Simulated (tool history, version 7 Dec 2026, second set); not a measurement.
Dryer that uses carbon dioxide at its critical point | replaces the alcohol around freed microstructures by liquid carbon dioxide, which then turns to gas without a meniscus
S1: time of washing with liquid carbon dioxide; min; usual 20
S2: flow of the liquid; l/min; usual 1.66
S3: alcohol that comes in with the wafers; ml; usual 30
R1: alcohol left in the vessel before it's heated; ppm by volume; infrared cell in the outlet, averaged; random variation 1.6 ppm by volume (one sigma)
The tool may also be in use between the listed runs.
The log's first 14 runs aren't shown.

run   hour  S1    S2  S3   R1
 15  314.6  20  1.66  30   38
 16  329.0  20  1.66  30   40
 17  360.3  14  1.43  75  265
 18  384.2  26  1.66  39   35
 19  398.1  27  1.28  58   42
 20  417.5  27  1.28  58   43
 21  443.2  27  1.28  58   44
 22  458.6  27  1.28  58   45
 23  483.9  25  1.80  29   35
 24  506.9  19  1.47  60   80
 25  527.1  15  1.13  30  243
     553.2  -- inlet filter changed
 26  561.1  15  1.13  30  176
 27  578.7  29  2.06  72   36
 28  602.2  24  1.49  72   44
     622.0  -- purifier's bed changed
 29  632.9  19  1.63  41   13
 30  651.4  19  1.63  41   14

Forecast each of these 3 alternatives for the next run:
  A  683.4  20  2.81  30   ?
  B  683.4  19  1.63  49   ?
  C  683.4  19  1.63  25   ?

run  R1
  A   5
  B  18
  C  15
Without the tool's hidden state the same runs would have given:
run  R1
  A   3
  B  13
  C  12
